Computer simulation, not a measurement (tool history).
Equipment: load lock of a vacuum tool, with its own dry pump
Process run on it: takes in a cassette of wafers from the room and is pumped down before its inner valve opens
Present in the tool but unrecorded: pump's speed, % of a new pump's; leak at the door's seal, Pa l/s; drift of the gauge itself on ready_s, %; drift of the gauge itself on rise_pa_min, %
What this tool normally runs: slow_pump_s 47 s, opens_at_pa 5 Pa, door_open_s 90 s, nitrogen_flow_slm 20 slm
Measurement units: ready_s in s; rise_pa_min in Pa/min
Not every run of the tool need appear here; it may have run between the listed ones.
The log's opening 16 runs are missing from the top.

run	hour	slow_pump_s	opens_at_pa	door_open_s	nitrogen_flow_slm	hours that the pump has run since its overhaul	times that the door has closed on its seal	incoming humidity of the room's air, %	ready_s	rise_pa_min
17	1706.7	47	5	90	20	920	6153	47.4	116.6	0.053
18	1791.9	47	5	90	20	1005	6238	43.9	116.9	0.05
19	1906.1	47	5	90	20	1119	6353	48.3	116.9	0.056
20	1988.6	47	5	90	20	1202	6436	41.9	116.2	0.059
21	2069	47	5	90	20	1282	6516	46	118.6	0.056
22	2192.6	24	5	84	26	1406	6640	46.5	100.2	0.054
23	2294.3	32	5	37	21	1508	6742	44.6	106.8	0.033
24	2363.1	32	5	37	21	1576	6811	44	106.4	0.034
25	2441	32	5	37	21	1654	6889	45.7	107.1	0.04
26	2585.6	28	5	49	12	1799	7034	44.8	103.8	0.046
27	2684.8	25	5	59	5	1898	7133	43.7	102.5	0.054
28	2769.7	31	5	90	20	1983	7218	43.4	105.7	0.055
29	2878.4	30	5	222	20	2092	7327	45.4	106.9	0.093
30	2973.9	30	7	45	13	2187	7423	41.6	103.7	0.046
31	3113.9	47	5	90	5	2327	7563	44.2	117.5	0.069
32	3181.1	47	5	90	5	2394	7630	38.3	118.6	0.058
33	3260.1	92	7	52	10	2473	7709	43.2	149	0.049
34	3342.5	44	5	52	10	2556	7792	47.4	118.3	0.05
35	3438.1	47	5	117	6	2651	7888	48.4	120.2	0.084
36	3499.8	35	7	48	5	2713	7950	43.5	107.2	0.05
37	3625.2	35	7	126	5	2839	8075	46.1	107	0.095

4 options for the next run, each taken on its own from the tool as it stands now. Forecast them:
A	3722.9	42	7	90	8	2936	8173	46.1	?	?
B	3722.9	67	9	126	5	2936	8173	42.2	?	?
C	3722.9	91	5	115	35	2936	8173	43.3	?	?
D	3722.9	35	7	45	5	2936	8173	46.8	?	?

run	ready_s	rise_pa_min
A	112.5	0.071
B	128.8	0.082
C	153.1	0.055
D	106.2	0.058
Had the tool no hidden state, the same runs would have come out as:
run	ready_s	rise_pa_min
A	107.8	0.056
B	124.7	0.067
C	148.8	0.041
D	101.2	0.043
